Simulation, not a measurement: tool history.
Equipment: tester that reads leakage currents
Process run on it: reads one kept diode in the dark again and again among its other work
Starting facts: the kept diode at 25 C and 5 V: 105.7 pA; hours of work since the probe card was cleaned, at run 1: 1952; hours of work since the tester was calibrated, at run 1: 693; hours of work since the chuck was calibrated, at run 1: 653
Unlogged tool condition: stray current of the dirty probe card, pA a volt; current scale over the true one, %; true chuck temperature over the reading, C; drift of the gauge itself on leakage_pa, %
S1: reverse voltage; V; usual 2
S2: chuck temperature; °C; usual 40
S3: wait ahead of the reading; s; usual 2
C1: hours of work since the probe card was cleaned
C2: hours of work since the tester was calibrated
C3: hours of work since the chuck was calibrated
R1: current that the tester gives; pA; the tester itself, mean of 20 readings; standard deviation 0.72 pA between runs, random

run	hour	S1	S2	S3	C1	C2	C3	R1
1	0	2	40	2	1952	693	653	235.39
2	30.4	2	47	2	1973	713	674	381.32
3	58.2	2	47	2	1993	733	693	378.92
4	94.5	2	47	2	2017	758	718	378.83
5	122	2	44	2	2036	776	737	309.82
6	147.2	2	44	2	2054	794	754	308.51
7	165.9	2	44	2	2067	807	767	309.23
8	187.6	2	44	2	2082	822	782	308.75
9	216.2	2	55	2	2101	841	802	640.12
10	254.6	2	55	2	2128	868	828	641.25
11	273.4	13.72	40	2	2141	881	841	470.64
12	299.4	13.72	40	2	2159	899	859	473.7
13	321.1	15.46	28	4.44	2173	914	874	225.73
14	354.4	15.46	28	4.44	2196	936	897	225.57
15	378	15.46	37	0.33	2213	953	913	415.18
16	395	13.53	42	0.53	2224	964	925	543.15
17	416.4	13.53	42	0.53	2239	979	939	538.35
18	455.3	13.53	38	0.47	2266	1006	966	415.21
19	479.9	3.56	59	3.11	2283	1023	983	1003.86
20	513	19.16	49	3.54	2306	1046	1006	966.71
21	549.9	12.52	56	2.99	2331	1071	1031	1287.8
22	568.5	12.52	56	2.99	2344	1084	1044	1287.28

Alternative continuations, all from the tool just after run 22; predict every row:
A	593.1	3.11	40	2	2361	1101	1061	?
B	593.1	12.52	56	9.34	2361	1101	1061	?
C	593.1	12.52	56	0.63	2361	1101	1061	?
D	593.1	2	34	5.93	2361	1101	1061	?

run	R1
A	271.53
B	1282.44
C	1290.07
D	151.76
Take away the tool's hidden state, keep each run's random variation, and the runs would have read:
run	R1
A	276.46
B	1305.13
C	1312.82
D	154.12
